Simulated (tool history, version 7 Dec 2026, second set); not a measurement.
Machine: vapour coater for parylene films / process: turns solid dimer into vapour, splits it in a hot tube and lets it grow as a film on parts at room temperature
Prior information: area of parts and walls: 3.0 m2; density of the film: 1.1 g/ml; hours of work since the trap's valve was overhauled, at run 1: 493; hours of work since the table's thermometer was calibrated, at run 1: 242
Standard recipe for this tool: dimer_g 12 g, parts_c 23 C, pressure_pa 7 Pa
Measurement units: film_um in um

run     day  dimer_g  parts_c  pressure_pa  hours of work since the trap's valve was overhauled  hours of work since the table's thermometer was calibrated  film_um
  1       0       12       23            7                                                  493                                                         242     2.07
  2   0.667       12       23            7                                                  506                                                         256     2.03
  3   1.292       12       23            7                                                  519                                                         268     2.03
  4   1.721       12       23            7                                                  527                                                         277     2.07
  5   2.425       12       23            7                                                  542                                                         291     2.05
  6   3.175       12       23            7                                                  557                                                         306     2.03
  7   3.721       11       23            7                                                  568                                                         318     1.85
  8   4.212       11       23            7                                                  578                                                         327     1.87
  9   4.933       11       23            7                                                  592                                                         342     1.83
 10   5.462       11       23            7                                                  603                                                         353     1.83
 11   5.912       11       23            7                                                  612                                                         362      1.8
       6.55  -- trap's valve overhauled
 12   6.675       11       23            7                                                    2                                                         374     2.04
 13   7.271       12       21            7                                                   15                                                         386      2.4
 14   7.917       12       21         4.52                                                   28                                                         399     2.42
 15   8.512       12       21         4.52                                                   40                                                         411     2.45
 16   9.146       12       21         4.52                                                   52                                                         424     2.43
 17   9.783       12       21         4.52                                                   65                                                         437     2.46
 18  10.296       12       23         4.83                                                   76                                                         447     2.22
 19  10.704       12       23         4.83                                                   84                                                         455     2.16
 20  11.025       12       23         4.83                                                   90                                                         462     2.18
 21  11.704       12       23         4.83                                                  104                                                         475     2.25
 22  12.233        7       23         4.83                                                  115                                                         486     1.28
 23  12.579        7       23         4.83                                                  122                                                         493      1.3
 24    13.2        8       23         4.83                                                  134                                                         506     1.44
 25  13.808        8       23         4.83                                                  147                                                         518     1.48
 26  14.475        8       23         4.83                                                  160                                                         531     1.45
 27  15.075        5       18         7.48                                                  172                                                         544     1.07
 28  15.458        5       18         7.48                                                  180                                                         551     1.08
 29  15.779        5       18         7.48                                                  186                                                         558     1.17
 30  16.408        5       21         7.73                                                  199                                                         571     0.95
 31  17.125       14       33         7.73                                                  214                                                         585     1.53
 32  17.712       10       28         6.04                                                  226                                                         597     1.41
 33  18.104        8       18         4.42                                                  233                                                         605     1.81
 34  18.692        8       18         4.42                                                  245                                                         617     1.78
 35  19.371        6       18         2.28                                                  259                                                         630     1.38
 36  19.846       12       30            7                                                  269                                                         640     1.53
 37  20.392       12       30            7                                                  280                                                         651     1.54
 38  20.758       12       30            7                                                  287                                                         658     1.52
 39  21.258       12       30            7                                                  297                                                         669     1.52
 40      22       12       30            7                                                  312                                                         684     1.48
 41  22.358        6       23            7                                                  319                                                         691     1.02

3 ways to go on from here, each from the tool as it stands after run 41. What would each give?
  A  22.675       17       21         2.68                                                  326                                                         697        ?
  B  22.675        5       16         6.99                                                  326                                                         697        ?
  C  22.675        5       35         2.69                                                  326                                                         697        ?

run  film_um
  A     3.49
  B     1.16
  C     0.52
With the hidden condition removed and each run's random variation left untouched, the same runs would have given:
run  film_um
  A     3.69
  B     1.23
  C     0.55

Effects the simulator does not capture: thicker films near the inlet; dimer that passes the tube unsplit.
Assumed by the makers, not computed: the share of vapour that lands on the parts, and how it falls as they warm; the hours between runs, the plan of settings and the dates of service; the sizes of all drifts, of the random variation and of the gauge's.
